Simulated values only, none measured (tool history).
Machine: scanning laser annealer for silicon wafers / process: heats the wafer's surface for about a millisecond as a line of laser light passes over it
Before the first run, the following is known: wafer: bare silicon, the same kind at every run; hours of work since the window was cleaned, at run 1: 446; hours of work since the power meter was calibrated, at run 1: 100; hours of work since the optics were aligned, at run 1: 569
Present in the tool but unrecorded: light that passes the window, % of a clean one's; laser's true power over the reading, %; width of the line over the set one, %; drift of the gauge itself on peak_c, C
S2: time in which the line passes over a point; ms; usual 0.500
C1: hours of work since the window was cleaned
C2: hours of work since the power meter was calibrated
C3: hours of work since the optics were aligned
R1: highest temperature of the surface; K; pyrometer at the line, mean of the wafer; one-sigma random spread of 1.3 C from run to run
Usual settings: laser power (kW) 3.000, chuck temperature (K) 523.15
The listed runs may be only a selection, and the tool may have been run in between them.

{"run": 1, "hour": 0.0, "laser power (kW)": 3.0, "S2": 0.5, "chuck temperature (K)": 523.15, "C1": 446, "C2": 100, "C3": 569, "R1": 1274.15}
{"run": 2, "hour": 7.1, "laser power (kW)": 3.0, "S2": 0.5, "chuck temperature (K)": 523.15, "C1": 450, "C2": 103, "C3": 573, "R1": 1276.15}
{"run": 3, "hour": 15.1, "laser power (kW)": 3.0, "S2": 0.559, "chuck temperature (K)": 523.15, "C1": 454, "C2": 108, "C3": 577, "R1": 1311.15}
{"run": 4, "hour": 23.5, "laser power (kW)": 3.0, "S2": 0.562, "chuck temperature (K)": 523.15, "C1": 459, "C2": 112, "C3": 581, "R1": 1314.15}
{"run": 5, "hour": 34.4, "laser power (kW)": 3.0, "S2": 0.562, "chuck temperature (K)": 523.15, "C1": 465, "C2": 118, "C3": 587, "R1": 1314.15}
{"run": 6, "hour": 40.3, "laser power (kW)": 3.0, "S2": 0.562, "chuck temperature (K)": 523.15, "C1": 468, "C2": 121, "C3": 590, "R1": 1313.15}
{"run": 7, "hour": 52.3, "laser power (kW)": 3.185, "S2": 0.5, "chuck temperature (K)": 523.15, "C1": 474, "C2": 128, "C3": 597, "R1": 1333.15}
{"run": 8, "hour": 59.2, "laser power (kW)": 3.185, "S2": 0.5, "chuck temperature (K)": 523.15, "C1": 478, "C2": 131, "C3": 601, "R1": 1333.15}
{"run": 9, "hour": 69.2, "laser power (kW)": 3.185, "S2": 0.5, "chuck temperature (K)": 523.15, "C1": 483, "C2": 137, "C3": 606, "R1": 1334.15}
{"run": 10, "hour": 77.3, "laser power (kW)": 3.185, "S2": 0.5, "chuck temperature (K)": 523.15, "C1": 488, "C2": 141, "C3": 610, "R1": 1334.15}
{"run": 11, "hour": 87.0, "laser power (kW)": 3.185, "S2": 0.5, "chuck temperature (K)": 523.15, "C1": 493, "C2": 146, "C3": 616, "R1": 1334.15}
{"run": 12, "hour": 98.0, "laser power (kW)": 3.185, "S2": 0.5, "chuck temperature (K)": 523.15, "C1": 499, "C2": 152, "C3": 621, "R1": 1336.15}
{"run": 13, "hour": 106.7, "laser power (kW)": 3.185, "S2": 0.5, "chuck temperature (K)": 523.15, "C1": 503, "C2": 157, "C3": 626, "R1": 1332.15}
{"run": 14, "hour": 116.1, "laser power (kW)": 3.0, "S2": 0.55, "chuck temperature (K)": 523.15, "C1": 508, "C2": 162, "C3": 631, "R1": 1304.15}
{"run": 15, "hour": 128.2, "laser power (kW)": 2.888, "S2": 0.472, "chuck temperature (K)": 489.15, "C1": 515, "C2": 169, "C3": 638, "R1": 1185.15}
{"hour": 131.1, "done": "window over the wafer cleaned"}
{"run": 16, "hour": 139.6, "laser power (kW)": 2.711, "S2": 0.588, "chuck temperature (K)": 517.15, "C1": 5, "C2": 174, "C3": 643, "R1": 1216.15}
{"run": 17, "hour": 147.3, "laser power (kW)": 2.716, "S2": 0.413, "chuck temperature (K)": 483.15, "C1": 9, "C2": 178, "C3": 647, "R1": 1083.15}
{"run": 18, "hour": 159.1, "laser power (kW)": 2.763, "S2": 0.581, "chuck temperature (K)": 486.15, "C1": 15, "C2": 184, "C3": 653, "R1": 1198.15}
{"run": 19, "hour": 170.2, "laser power (kW)": 2.763, "S2": 0.581, "chuck temperature (K)": 486.15, "C1": 21, "C2": 190, "C3": 659, "R1": 1199.15}
{"run": 20, "hour": 180.5, "laser power (kW)": 2.763, "S2": 0.581, "chuck temperature (K)": 486.15, "C1": 27, "C2": 196, "C3": 665, "R1": 1198.15}
{"hour": 192.5, "done": "window over the wafer cleaned, once more"}
{"run": 21, "hour": 192.5, "laser power (kW)": 3.039, "S2": 0.471, "chuck temperature (K)": 517.15, "C1": 0, "C2": 201, "C3": 670, "R1": 1278.15}
{"run": 22, "hour": 199.0, "laser power (kW)": 3.039, "S2": 0.509, "chuck temperature (K)": 524.15, "C1": 3, "C2": 204, "C3": 674, "R1": 1311.15}
{"run": 23, "hour": 207.7, "laser power (kW)": 3.0, "S2": 0.586, "chuck temperature (K)": 509.15, "C1": 8, "C2": 209, "C3": 678, "R1": 1333.15}
{"run": 24, "hour": 214.0, "laser power (kW)": 3.0, "S2": 0.586, "chuck temperature (K)": 509.15, "C1": 12, "C2": 213, "C3": 682, "R1": 1332.15}
{"run": 25, "hour": 224.1, "laser power (kW)": 3.0, "S2": 0.351, "chuck temperature (K)": 523.15, "C1": 17, "C2": 218, "C3": 687, "R1": 1179.15}
{"run": 26, "hour": 231.6, "laser power (kW)": 3.0, "S2": 0.351, "chuck temperature (K)": 523.15, "C1": 21, "C2": 222, "C3": 691, "R1": 1181.15}

The logged runs with the hidden state left out (each run's random variation unchanged):
run=1 R1=1301.15
run=2 R1=1303.15
run=3 R1=1340.15
run=4 R1=1344.15
run=5 R1=1344.15
run=6 R1=1343.15
run=7 R1=1364.15
run=8 R1=1364.15
run=9 R1=1365.15
run=10 R1=1365.15
run=11 R1=1365.15
run=12 R1=1368.15
run=13 R1=1364.15
run=14 R1=1335.15
run=15 R1=1213.15
run=16 R1=1252.15
run=17 R1=1114.15
run=18 R1=1235.15
run=19 R1=1236.15
run=20 R1=1236.15
run=21 R1=1289.15
run=22 R1=1323.15
run=23 R1=1345.15
run=24 R1=1345.15
run=25 R1=1189.15
run=26 R1=1191.15
